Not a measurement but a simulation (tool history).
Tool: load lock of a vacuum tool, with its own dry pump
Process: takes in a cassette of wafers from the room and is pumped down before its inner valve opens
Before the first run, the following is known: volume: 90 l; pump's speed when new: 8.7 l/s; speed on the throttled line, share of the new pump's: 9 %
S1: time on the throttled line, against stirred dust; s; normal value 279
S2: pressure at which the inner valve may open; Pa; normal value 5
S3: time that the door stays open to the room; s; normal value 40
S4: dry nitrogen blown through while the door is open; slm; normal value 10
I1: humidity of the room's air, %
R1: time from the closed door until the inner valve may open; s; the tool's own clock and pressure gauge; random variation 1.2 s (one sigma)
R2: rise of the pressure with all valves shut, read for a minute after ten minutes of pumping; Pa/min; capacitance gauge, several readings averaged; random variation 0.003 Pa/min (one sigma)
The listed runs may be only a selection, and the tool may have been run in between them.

Run 1, day 0: usual settings; I1 45.1. Result: R1 360.3 s, R2 0.189 Pa/min.
Run 2, day 17.821: usual settings; I1 45.4. Result: R1 361.3 s, R2 0.227 Pa/min.
Run 3, day 30.821: usual settings; I1 47.3. Result: R1 361.6 s, R2 0.256 Pa/min.
Run 4, day 50.446: usual settings; I1 43.4. Result: R1 362 s, R2 0.294 Pa/min.
Run 5, day 63.117: usual settings; I1 43.9. Result: R1 362.3 s, R2 0.333 Pa/min.
Run 6, day 80.583: usual settings; I1 46. Result: R1 365.7 s, R2 0.373 Pa/min.
At day 105: door's seal changed, seat wiped.
Run 7, day 106.288: usual settings; I1 45.1. Result: R1 363.8 s, R2 0.017 Pa/min.
Run 8, day 117.538: usual settings; I1 41.8. Result: R1 364.8 s, R2 0.021 Pa/min.
Run 9, day 140.696: usual settings; I1 47. Result: R1 365.1 s, R2 0.045 Pa/min.
Run 10, day 164.988: usual settings; I1 46.1. Result: R1 362.9 s, R2 0.065 Pa/min.
Run 11, day 179.458: usual settings; I1 43.5. Result: R1 363.6 s, R2 0.084 Pa/min.
Run 12, day 193.079: usual settings; I1 44.8. Result: R1 363 s, R2 0.111 Pa/min.
Run 13, day 211.679: usual settings; I1 47.2. Result: R1 363.6 s, R2 0.136 Pa/min.
Run 14, day 224.892: usual settings but S1 260 s, S3 48 s; I1 45. Result: R1 347.2 s, R2 0.166 Pa/min.
Run 15, day 239.212: usual settings but S1 260 s, S3 34 s; I1 48.5. Result: R1 349.3 s, R2 0.186 Pa/min.
Run 16, day 252.462: usual settings but S1 260 s, S2 8 Pa, S3 34 s, S4 5 slm; I1 42.4. Result: R1 343 s, R2 0.22 Pa/min.
Run 17, day 274.483: usual settings but S1 260 s, S3 34 s, S4 29 slm; I1 43.8. Result: R1 349.9 s, R2 0.255 Pa/min.
Run 18, day 299.162: usual settings but S2 8 Pa; I1 47.4. Result: R1 359.7 s, R2 0.325 Pa/min.
Run 19, day 321.642: usual settings but S2 6 Pa; I1 43.2. Result: R1 363 s, R2 0.397 Pa/min.
Run 20, day 345.371: usual settings but S2 6 Pa; I1 43.8. Result: R1 363.6 s, R2 0.459 Pa/min.
At day 347.829: door's seal changed, seat wiped.
Run 21, day 369.904: usual settings but S2 8 Pa, S3 165 s, S4 28 slm; I1 45. Result: R1 360.7 s, R2 0.051 Pa/min.
Run 22, day 396.529: usual settings but S1 427 s, S3 29 s; I1 48.2. Result: R1 502.7 s, R2 0.056 Pa/min.
Run 23, day 407.958: usual settings but S1 272 s, S3 65 s; I1 41.7. Result: R1 361.2 s, R2 0.073 Pa/min.
Run 24, day 421.808: usual settings but S1 182 s, S3 46 s, S4 7 slm; I1 47.8. Result: R1 278.7 s, R2 0.099 Pa/min.
Run 25, day 438.408: usual settings but S1 182 s, S3 213 s, S4 12 slm; I1 46.1. Result: R1 281.2 s, R2 0.157 Pa/min.

Some steps in R1 between neighbouring runs. How much of each would the tool show without its hidden state too (settings, what came in, random variation), and how much is left for the hidden state, with any gauge scatter that isn't in both results?
The hidden state here: pump's speed, % of a new pump's; leak at the door's seal, Pa l/s; drift of the gauge itself on ready_s, %; drift of the gauge itself on rise_pa_min, %.
Run 16 -> 17: S2 8 -> 5, S4 5 -> 29. R1 +6.9 s: hidden state +1, all else +5.9.
Run 21 -> 22: S1 279 -> 427, S2 8 -> 5, S3 165 -> 29, S4 28 -> 10. R1 +142 s: hidden state -0.5, all else +142.5.
Run 22 -> 23: S1 427 -> 272, S3 29 -> 65. R1 -141.5 s: hidden state +1.9, all else -143.4.
